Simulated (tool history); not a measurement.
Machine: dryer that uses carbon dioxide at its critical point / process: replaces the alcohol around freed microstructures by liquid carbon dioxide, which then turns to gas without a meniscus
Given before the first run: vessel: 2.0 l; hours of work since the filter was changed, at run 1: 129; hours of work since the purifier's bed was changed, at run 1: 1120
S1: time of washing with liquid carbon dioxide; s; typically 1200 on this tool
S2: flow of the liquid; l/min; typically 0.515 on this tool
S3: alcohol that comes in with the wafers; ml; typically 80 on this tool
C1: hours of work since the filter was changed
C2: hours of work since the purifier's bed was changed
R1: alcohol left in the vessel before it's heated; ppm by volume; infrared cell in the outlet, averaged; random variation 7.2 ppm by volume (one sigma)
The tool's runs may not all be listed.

run     day    S1     S2  S3   C1    C2    R1
  1   0.000  1200  0.515  80  129  1120   499
      0.446  -- purifier's bed changed
  2   1.704  1200  0.515  80  153    19   467
  3   2.550  1200  0.515  80  166    31   502
      3.233  -- inlet filter changed
  4   4.421  1200  0.481  80   18    59   497
  5   5.554  1200  0.733  80   35    76    66
  6   6.512  1200  0.515  53   49    90   270
  7   8.067  1200  0.515  53   72   113   281
  8   9.479  1320  0.515  80   94   135   277
  9  11.008  1320  0.515  80  116   157   294
 10  12.462  1500  0.515  80  138   179   157
 11  13.650  1500  0.515  80  156   197   160
 12  14.629  1500  0.515  80  171   212   188
     15.025  -- inlet filter changed
 13  16.267  1500  0.320  80   19   236  1053
 14  17.712  1500  0.320  80   40   257  1100
 15  19.167  1500  0.320  80   62   279  1140
 16  20.650  1020  0.628  72   84   301   344
 17  21.850  1020  0.628  72  102   319   344
 18  23.738  1020  0.628  72  130   347   361
 19  25.229  1020  0.628  44  153   370   247
     26.821  -- inlet filter changed
 20  27.050   960  0.382  71    3   396  2119
 21  28.079   960  0.382  71   19   412  2171
 22  29.350   840  0.515  80   38   431  1588
 23  30.317  1200  0.346  31   52   445   701
 24  32.192  1200  0.346  31   80   473   739

Run 25, settings as shown, results not yet in. Your forecast:
 25  33.671  1320  0.346  45  102  495   ?

{"run 25": {"R1": 817}}
Take away the tool's hidden state, keep the run-to-run variation as it was, and the same run would have given R1 676 ppm by volume.
